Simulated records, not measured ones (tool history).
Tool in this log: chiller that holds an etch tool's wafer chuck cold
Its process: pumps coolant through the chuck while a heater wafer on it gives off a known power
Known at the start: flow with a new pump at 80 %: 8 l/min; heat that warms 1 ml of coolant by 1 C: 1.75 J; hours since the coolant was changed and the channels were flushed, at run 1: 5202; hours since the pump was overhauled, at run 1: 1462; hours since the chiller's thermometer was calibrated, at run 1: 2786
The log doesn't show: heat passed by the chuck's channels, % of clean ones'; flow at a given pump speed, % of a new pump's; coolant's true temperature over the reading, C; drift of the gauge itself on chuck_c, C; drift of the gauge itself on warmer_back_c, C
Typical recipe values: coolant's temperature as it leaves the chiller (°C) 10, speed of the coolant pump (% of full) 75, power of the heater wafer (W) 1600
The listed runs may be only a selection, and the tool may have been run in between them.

run,hour,coolant's temperature as it leaves the chiller (°C),speed of the coolant pump (% of full),power of the heater wafer (W),hours since the coolant was changed and the channels were flushed,hours since the pump was overhauled,hours since the chiller's thermometer was calibrated,chuck's temperature once it has settled (°C),how much warmer the coolant comes back (C)
1,0,10,75,1600,5202,1462,2786,23.8,7.38
2,53.1,12,75,1600,5255,1515,2840,25.8,7.42
3,109.1,12,75,1600,5311,1571,2895,25.9,7.43
4,146.3,12,75,1600,5348,1608,2933,25.8,7.47
5,184,12,75,1600,5386,1646,2970,25.8,7.44
6,235.8,12,75,1600,5438,1698,3022,26,7.41
# hour 281.2: coolant changed, channels flushed
7,295.8,4,65,1600,15,1752,3076,17.7,8.49
8,322.7,4,65,1600,41,1779,3103,18,8.53
9,360.9,17,82,1600,80,1817,3141,29.4,6.9
10,400.4,1,94,1092,119,1856,3181,8.7,4.08
11,446.4,4,96,1570,165,1902,3227,15.1,5.71

Below are 4 alternative next runs, each starting from the tool's condition after run 11. Predict each:
A,473.3,7,96,1570,192,1929,3254,?,?
B,473.3,9,76,1277,192,1929,3254,?,?
C,473.3,10,92,1600,192,1929,3254,?,?
D,473.3,8,82,937,192,1929,3254,?,?

run,chuck's temperature once it has settled (°C),how much warmer the coolant comes back (C)
A,17.8,5.69
B,19.3,5.83
C,21.3,6.16
D,15.2,4.03
What these runs would have given with no unlogged condition in the tool:
run,chuck's temperature once it has settled (°C),how much warmer the coolant comes back (C)
A,17,5.57
B,18.5,5.7
C,20.5,6.02
D,14.5,3.94
